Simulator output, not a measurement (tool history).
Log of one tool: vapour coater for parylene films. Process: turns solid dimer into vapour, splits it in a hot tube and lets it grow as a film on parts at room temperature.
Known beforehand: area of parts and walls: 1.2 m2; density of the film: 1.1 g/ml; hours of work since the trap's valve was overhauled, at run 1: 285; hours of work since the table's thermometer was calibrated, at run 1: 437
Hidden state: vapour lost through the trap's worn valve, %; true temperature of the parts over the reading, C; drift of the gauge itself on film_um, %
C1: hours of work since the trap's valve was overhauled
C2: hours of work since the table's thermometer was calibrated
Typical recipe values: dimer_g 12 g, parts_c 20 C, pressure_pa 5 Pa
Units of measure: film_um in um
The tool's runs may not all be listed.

Run 1, hour 0: usual settings; C1 285; C2 437. Result: film_um 5.65 um.
Run 2, hour 45.1: usual settings; C1 315; C2 467. Result: film_um 5.52 um.
Run 3, hour 106.7: usual settings but pressure_pa 3.27 Pa; C1 356; C2 508. Result: film_um 6.11 um.
Run 4, hour 148: usual settings; C1 383; C2 535. Result: film_um 5.55 um.
Run 5, hour 206.7: usual settings; C1 422; C2 574. Result: film_um 5.54 um.
Run 6, hour 275: usual settings; C1 467; C2 619. Result: film_um 5.49 um.
Run 7, hour 324: usual settings; C1 500; C2 651. Result: film_um 5.46 um.
Run 8, hour 358.4: usual settings; C1 522; C2 674. Result: film_um 5.42 um.
Run 9, hour 414.8: usual settings; C1 560; C2 711. Result: film_um 5.46 um.
Run 10, hour 493.3: usual settings; C1 612; C2 763. Result: film_um 5.37 um.
Run 11, hour 546.2: usual settings; C1 647; C2 798. Result: film_um 5.34 um.
At hour 557.3: trap's valve overhauled.
Run 12, hour 599.2: usual settings; C1 28; C2 831. Result: film_um 5.16 um.
Run 13, hour 660.8: usual settings; C1 68; C2 871. Result: film_um 5.15 um.
At hour 679.5: trap's valve overhauled, once more.
Run 14, hour 713.6: usual settings but parts_c 22 C, pressure_pa 10.27 Pa; C1 23; C2 904. Result: film_um 4.72 um.
Run 15, hour 776.9: usual settings but dimer_g 20 g, parts_c 17 C; C1 64; C2 945. Result: film_um 10.39 um.
Run 16, hour 833: usual settings but dimer_g 21 g, parts_c 13 C, pressure_pa 2.58 Pa; C1 101; C2 982. Result: film_um 13.99 um.
Run 17, hour 911: usual settings but dimer_g 21 g, parts_c 13 C, pressure_pa 2.58 Pa; C1 153; C2 1034. Result: film_um 13.86 um.
Run 18, hour 955.3: usual settings but dimer_g 21 g, parts_c 13 C, pressure_pa 2.58 Pa; C1 182; C2 1063. Result: film_um 13.78 um.
Run 19, hour 1003: usual settings but dimer_g 5 g, parts_c 27 C; C1 214; C2 1095. Result: film_um 1.99 um.
Run 20, hour 1055.1: usual settings but pressure_pa 9.88 Pa; C1 248; C2 1129. Result: film_um 4.8 um.
Run 21, hour 1113.1: usual settings but dimer_g 8 g, parts_c 15 C, pressure_pa 7.66 Pa; C1 287; C2 1168. Result: film_um 3.89 um.
Run 22, hour 1150.3: usual settings but dimer_g 8 g, parts_c 15 C, pressure_pa 7.66 Pa; C1 311; C2 1192. Result: film_um 3.88 um.
Run 23, hour 1191.2: usual settings but dimer_g 8 g, parts_c 16 C, pressure_pa 2.82 Pa; C1 338; C2 1219. Result: film_um 4.71 um.

3 options for the next run, each taken on its own from the tool as it stands now. Forecast them:
Run A, hour 1246.4: usual settings but dimer_g 9 g; C1 375; C2 1256. Result: film_um ?.
Run B, hour 1246.4: usual settings but pressure_pa 7.01 Pa; C1 375; C2 1256. Result: film_um ?.
Run C, hour 1246.4: usual settings but dimer_g 16 g, parts_c 13 C, pressure_pa 2.82 Pa; C1 375; C2 1256. Result: film_um ?.

run  film_um
  A     4.17
  B     5.15
  C    10.14
Take away the tool's hidden state, keep each run's random variation, and the runs would have read:
run  film_um
  A     4.33
  B     5.35
  C    10.52
